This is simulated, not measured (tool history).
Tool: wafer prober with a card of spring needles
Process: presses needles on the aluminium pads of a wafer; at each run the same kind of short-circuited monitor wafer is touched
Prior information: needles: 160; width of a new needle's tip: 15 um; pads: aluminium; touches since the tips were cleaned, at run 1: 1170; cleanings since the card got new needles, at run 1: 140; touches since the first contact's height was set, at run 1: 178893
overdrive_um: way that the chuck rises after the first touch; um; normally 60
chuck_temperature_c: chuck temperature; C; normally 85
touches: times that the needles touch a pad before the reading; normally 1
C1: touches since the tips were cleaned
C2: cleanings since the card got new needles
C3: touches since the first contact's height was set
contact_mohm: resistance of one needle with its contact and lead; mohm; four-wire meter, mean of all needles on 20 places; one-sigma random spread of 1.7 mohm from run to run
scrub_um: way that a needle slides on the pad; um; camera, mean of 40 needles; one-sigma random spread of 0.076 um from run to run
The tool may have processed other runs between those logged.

Run 1, hour 0.0: usual settings; C1 1170; C2 140; C3 178893. Result: contact_mohm 174 mohm, scrub_um 14.35 um.
At hour 3.8: tips cleaned on abrasive film.
At hour 10.0: tips cleaned on abrasive film.
At hour 15.0: tips cleaned on abrasive film.
At hour 21.2: tips cleaned on abrasive film.
At hour 27.4: tips cleaned on abrasive film.
At hour 33.6: tips cleaned on abrasive film.
At hour 38.6: tips cleaned on abrasive film.
At hour 43.5: tips cleaned on abrasive film.
At hour 49.8: tips cleaned on abrasive film.
At hour 56.0: tips cleaned on abrasive film.
Run 2, hour 59.5: usual settings; C1 1741; C2 150; C3 207382. Result: contact_mohm 176 mohm, scrub_um 14.24 um.
At hour 61.1: height of the first contact set anew.
At hour 62.4: tips cleaned on abrasive film.
At hour 67.4: tips cleaned on abrasive film.
At hour 73.6: tips cleaned on abrasive film.
At hour 79.8: tips cleaned on abrasive film.
At hour 84.8: tips cleaned on abrasive film.
At hour 91.0: tips cleaned on abrasive film.
At hour 96.0: tips cleaned on abrasive film.
At hour 102.2: tips cleaned on abrasive film.
At hour 108.4: tips cleaned on abrasive film.
At hour 114.6: tips cleaned on abrasive film.
Run 3, hour 116.5: usual settings; C1 920; C2 160; C3 26478. Result: contact_mohm 177 mohm, scrub_um 14.29 um.
At hour 120.2: tips cleaned on abrasive film.
At hour 125.2: tips cleaned on abrasive film.
At hour 131.4: tips cleaned on abrasive film.
At hour 136.4: tips cleaned on abrasive film.
At hour 142.6: tips cleaned on abrasive film.
At hour 147.6: tips cleaned on abrasive film.
At hour 153.8: tips cleaned on abrasive film.
At hour 160.0: tips cleaned on abrasive film.
At hour 166.2: tips cleaned on abrasive film.
At hour 171.2: tips cleaned on abrasive film.
At hour 177.4: tips cleaned on abrasive film.
Run 4, hour 179.1: usual settings but overdrive_um 61 um; C1 823; C2 171; C3 56426. Result: contact_mohm 174 mohm, scrub_um 14.42 um.
At hour 182.9: tips cleaned on abrasive film.
At hour 187.8: tips cleaned on abrasive film.
At hour 194.0: tips cleaned on abrasive film.
At hour 200.3: tips cleaned on abrasive film.
At hour 206.5: tips cleaned on abrasive film.
At hour 211.4: tips cleaned on abrasive film.
At hour 223.4: card fitted with new needles.
At hour 229.7: tips cleaned on abrasive film.
At hour 235.9: tips cleaned on abrasive film.
At hour 242.1: tips cleaned on abrasive film.
At hour 248.3: tips cleaned on abrasive film.
At hour 253.3: tips cleaned on abrasive film.
At hour 259.5: tips cleaned on abrasive film.
At hour 264.4: tips cleaned on abrasive film.
At hour 270.7: tips cleaned on abrasive film.
At hour 276.9: tips cleaned on abrasive film.
Run 5, hour 277.1: usual settings but overdrive_um 61 um; C1 104; C2 9; C3 25663. Result: contact_mohm 174 mohm, scrub_um 14.40 um.
At hour 282.1: tips cleaned on abrasive film.
At hour 288.3: tips cleaned on abrasive film.
At hour 293.3: tips cleaned on abrasive film.
At hour 299.5: tips cleaned on abrasive film.
At hour 305.7: tips cleaned on abrasive film.
At hour 311.9: tips cleaned on abrasive film.
At hour 318.1: tips cleaned on abrasive film.
Run 6, hour 321.9: usual settings but overdrive_um 44 um; C1 1841; C2 16; C3 47119. Result: contact_mohm 178 mohm, scrub_um 10.48 um.
At hour 323.2: tips cleaned on abrasive film.
At hour 328.1: tips cleaned on abrasive film.
At hour 333.1: tips cleaned on abrasive film.
At hour 339.3: tips cleaned on abrasive film.
At hour 345.5: tips cleaned on abrasive film.
At hour 351.8: tips cleaned on abrasive film.
At hour 358.0: tips cleaned on abrasive film.
Run 7, hour 359.0: usual settings; C1 486; C2 23; C3 64834. Result: contact_mohm 175 mohm, scrub_um 14.07 um.
At hour 363.9: tips cleaned on abrasive film.
At hour 368.9: tips cleaned on abrasive film.
At hour 375.1: tips cleaned on abrasive film.
At hour 381.3: tips cleaned on abrasive film.
At hour 387.5: tips cleaned on abrasive film.
At hour 392.5: tips cleaned on abrasive film.
At hour 398.7: tips cleaned on abrasive film.
At hour 403.7: tips cleaned on abrasive film.
At hour 409.9: tips cleaned on abrasive film.
At hour 414.9: tips cleaned on abrasive film.
At hour 421.1: tips cleaned on abrasive film.
At hour 427.1: tips cleaned on abrasive film.
Run 8, hour 427.1: usual settings but chuck_temperature_c 78 C; C1 0; C2 35; C3 97426. Result: contact_mohm 174 mohm, scrub_um 14.14 um.
At hour 433.3: tips cleaned on abrasive film.
At hour 438.3: tips cleaned on abrasive film.
At hour 444.5: tips cleaned on abrasive film.
At hour 449.5: tips cleaned on abrasive film.
At hour 454.5: tips cleaned on abrasive film.
At hour 460.7: tips cleaned on abrasive film.
At hour 466.9: tips cleaned on abrasive film.
At hour 471.9: tips cleaned on abrasive film.
At hour 476.9: tips cleaned on abrasive film.
At hour 483.1: tips cleaned on abrasive film.
At hour 489.3: tips cleaned on abrasive film.
At hour 495.5: tips cleaned on abrasive film.
At hour 500.5: tips cleaned on abrasive film.
Run 9, hour 505.2: usual settings but chuck_temperature_c 78 C; C1 2303; C2 48; C3 134798. Result: contact_mohm 174 mohm, scrub_um 14.05 um.
At hour 506.5: tips cleaned on abrasive film.
At hour 511.5: tips cleaned on abrasive film.
At hour 517.7: tips cleaned on abrasive film.
At hour 523.9: tips cleaned on abrasive film.
At hour 528.9: tips cleaned on abrasive film.
At hour 535.1: tips cleaned on abrasive film.
At hour 541.3: tips cleaned on abrasive film.
At hour 546.3: tips cleaned on abrasive film.
At hour 552.5: tips cleaned on abrasive film.
Run 10, hour 554.5: usual settings but touches 2; C1 976; C2 57; C3 158361. Result: contact_mohm 178 mohm, scrub_um 14.12 um.
At hour 558.3: tips cleaned on abrasive film.
At hour 563.3: tips cleaned on abrasive film.
At hour 568.3: tips cleaned on abrasive film.
At hour 574.5: tips cleaned on abrasive film.
At hour 579.4: tips cleaned on abrasive film.
At hour 585.7: tips cleaned on abrasive film.
At hour 591.9: tips cleaned on abrasive film.
At hour 596.8: tips cleaned on abrasive film.
At hour 603.1: tips cleaned on abrasive film.
Run 11, hour 604.0: usual settings but touches 2; C1 474; C2 66; C3 182017. Result: contact_mohm 178 mohm, scrub_um 14.05 um.
At hour 609.0: tips cleaned on abrasive film.
At hour 614.0: tips cleaned on abrasive film.
At hour 620.2: tips cleaned on abrasive film.
At hour 625.2: tips cleaned on abrasive film.
At hour 631.4: tips cleaned on abrasive film.
At hour 637.6: tips cleaned on abrasive film.
At hour 642.6: tips cleaned on abrasive film.
At hour 647.6: tips cleaned on abrasive film.
At hour 653.8: tips cleaned on abrasive film.
At hour 658.8: tips cleaned on abrasive film.
At hour 659.1: height of the first contact set anew.
At hour 665.3: tips cleaned on abrasive film.
At hour 671.5: tips cleaned on abrasive film.
At hour 676.6: tips cleaned on abrasive film.
Run 12, hour 676.6: usual settings but touches 2; C1 0; C2 79; C3 8384. Result: contact_mohm 177 mohm, scrub_um 14.27 um.
At hour 682.8: tips cleaned on abrasive film.
At hour 689.0: tips cleaned on abrasive film.
At hour 695.2: tips cleaned on abrasive film.
At hour 700.2: tips cleaned on abrasive film.
At hour 705.2: tips cleaned on abrasive film.
At hour 711.4: tips cleaned on abrasive film.
At hour 716.4: tips cleaned on abrasive film.
At hour 722.6: tips cleaned on abrasive film.
At hour 727.6: tips cleaned on abrasive film.
At hour 733.8: tips cleaned on abrasive film.
Run 13, hour 735.5: usual settings but touches 2; C1 831; C2 89; C3 36551. Result: contact_mohm 175 mohm, scrub_um 14.08 um.
At hour 739.2: tips cleaned on abrasive film.
At hour 744.2: tips cleaned on abrasive film.
At hour 750.4: tips cleaned on abrasive film.
At hour 755.4: tips cleaned on abrasive film.
At hour 760.4: tips cleaned on abrasive film.
At hour 766.6: tips cleaned on abrasive film.
At hour 771.6: tips cleaned on abrasive film.
At hour 776.6: tips cleaned on abrasive film.
At hour 782.8: tips cleaned on abrasive film.
At hour 789.0: tips cleaned on abrasive film.
At hour 795.2: tips cleaned on abrasive film.
Run 14, hour 797.0: usual settings but touches 2; C1 864; C2 100; C3 65945. Result: contact_mohm 176 mohm, scrub_um 14.16 um.
At hour 800.7: tips cleaned on abrasive film.
At hour 805.7: tips cleaned on abrasive film.
At hour 810.7: tips cleaned on abrasive film.
At hour 815.7: tips cleaned on abrasive film.
At hour 821.9: tips cleaned on abrasive film.
At hour 828.1: tips cleaned on abrasive film.
At hour 833.1: tips cleaned on abrasive film.
At hour 839.3: tips cleaned on abrasive film.
At hour 845.5: tips cleaned on abrasive film.
At hour 851.7: tips cleaned on abrasive film.
At hour 857.9: tips cleaned on abrasive film.
At hour 862.9: tips cleaned on abrasive film.
Run 15, hour 865.5: usual settings but overdrive_um 54 um; C1 1249; C2 112; C3 98699. Result: contact_mohm 177 mohm, scrub_um 12.57 um.
At hour 868.0: tips cleaned on abrasive film.
At hour 874.2: tips cleaned on abrasive film.
At hour 880.4: tips cleaned on abrasive film.
At hour 885.4: tips cleaned on abrasive film.
At hour 890.4: tips cleaned on abrasive film.
At hour 896.6: tips cleaned on abrasive film.
At hour 902.8: tips cleaned on abrasive film.
At hour 909.0: tips cleaned on abrasive film.
At hour 914.0: tips cleaned on abrasive film.
At hour 919.0: tips cleaned on abrasive film.
At hour 925.2: tips cleaned on abrasive film.
Run 16, hour 925.8: usual settings but chuck_temperature_c 101 C, touches 2; C1 285; C2 123; C3 127525. Result: contact_mohm 175 mohm, scrub_um 14.06 um.
At hour 930.8: tips cleaned on abrasive film.
At hour 935.8: tips cleaned on abrasive film.
At hour 942.0: tips cleaned on abrasive film.
At hour 946.9: tips cleaned on abrasive film.
At hour 951.9: tips cleaned on abrasive film.
At hour 958.1: tips cleaned on abrasive film.
At hour 964.3: tips cleaned on abrasive film.
At hour 969.3: tips cleaned on abrasive film.
At hour 975.5: tips cleaned on abrasive film.
At hour 981.7: tips cleaned on abrasive film.
At hour 988.0: tips cleaned on abrasive film.
At hour 992.9: tips cleaned on abrasive film.
At hour 999.1: tips cleaned on abrasive film.
At hour 1004.1: tips cleaned on abrasive film.
At hour 1010.3: tips cleaned on abrasive film.
Run 17, hour 1012.1: usual settings but chuck_temperature_c 101 C, touches 2; C1 850; C2 138; C3 168794. Result: contact_mohm 181 mohm, scrub_um 14.00 um.

4 options for the next run, each taken on its own from the tool as it stands now. Forecast them:
At hour 1015.8: tips cleaned on abrasive film.
At hour 1022.0: tips cleaned on abrasive film.
At hour 1027.0: tips cleaned on abrasive film.
At hour 1033.2: tips cleaned on abrasive film.
At hour 1038.2: tips cleaned on abrasive film.
At hour 1044.4: tips cleaned on abrasive film.
At hour 1050.6: tips cleaned on abrasive film.
At hour 1055.6: tips cleaned on abrasive film.
At hour 1061.8: tips cleaned on abrasive film.
Run A, hour 1065.5: usual settings; C1 1764; C2 147; C3 194332. Result: contact_mohm ?, scrub_um ?.
At hour 1015.8: tips cleaned on abrasive film.
At hour 1022.0: tips cleaned on abrasive film.
At hour 1027.0: tips cleaned on abrasive film.
At hour 1033.2: tips cleaned on abrasive film.
At hour 1038.2: tips cleaned on abrasive film.
At hour 1044.4: tips cleaned on abrasive film.
At hour 1050.6: tips cleaned on abrasive film.
At hour 1055.6: tips cleaned on abrasive film.
At hour 1061.8: tips cleaned on abrasive film.
Run B, hour 1065.5: usual settings but overdrive_um 79 um, chuck_temperature_c 115 C; C1 1764; C2 147; C3 194332. Result: contact_mohm ?, scrub_um ?.
At hour 1015.8: tips cleaned on abrasive film.
At hour 1022.0: tips cleaned on abrasive film.
At hour 1027.0: tips cleaned on abrasive film.
At hour 1033.2: tips cleaned on abrasive film.
At hour 1038.2: tips cleaned on abrasive film.
At hour 1044.4: tips cleaned on abrasive film.
At hour 1050.6: tips cleaned on abrasive film.
At hour 1055.6: tips cleaned on abrasive film.
At hour 1061.8: tips cleaned on abrasive film.
Run C, hour 1065.5: usual settings but overdrive_um 41 um, chuck_temperature_c 101 C, touches 2; C1 1764; C2 147; C3 194332. Result: contact_mohm ?, scrub_um ?.
At hour 1015.8: tips cleaned on abrasive film.
At hour 1022.0: tips cleaned on abrasive film.
At hour 1027.0: tips cleaned on abrasive film.
At hour 1033.2: tips cleaned on abrasive film.
At hour 1038.2: tips cleaned on abrasive film.
At hour 1044.4: tips cleaned on abrasive film.
At hour 1050.6: tips cleaned on abrasive film.
At hour 1055.6: tips cleaned on abrasive film.
At hour 1061.8: tips cleaned on abrasive film.
Run D, hour 1065.5: usual settings but overdrive_um 72 um, chuck_temperature_c 101 C, touches 2; C1 1764; C2 147; C3 194332. Result: contact_mohm ?, scrub_um ?.

run  contact_mohm  scrub_um
  A           174     13.92
  B           179     18.32
  C           182      9.46
  D           173     16.73
The same runs, with their run-to-run variation unchanged, on a tool lacking any hidden condition would have given:
run  contact_mohm  scrub_um
  A           174     14.20
  B           179     18.69
  C           182      9.66
  D           173     17.07
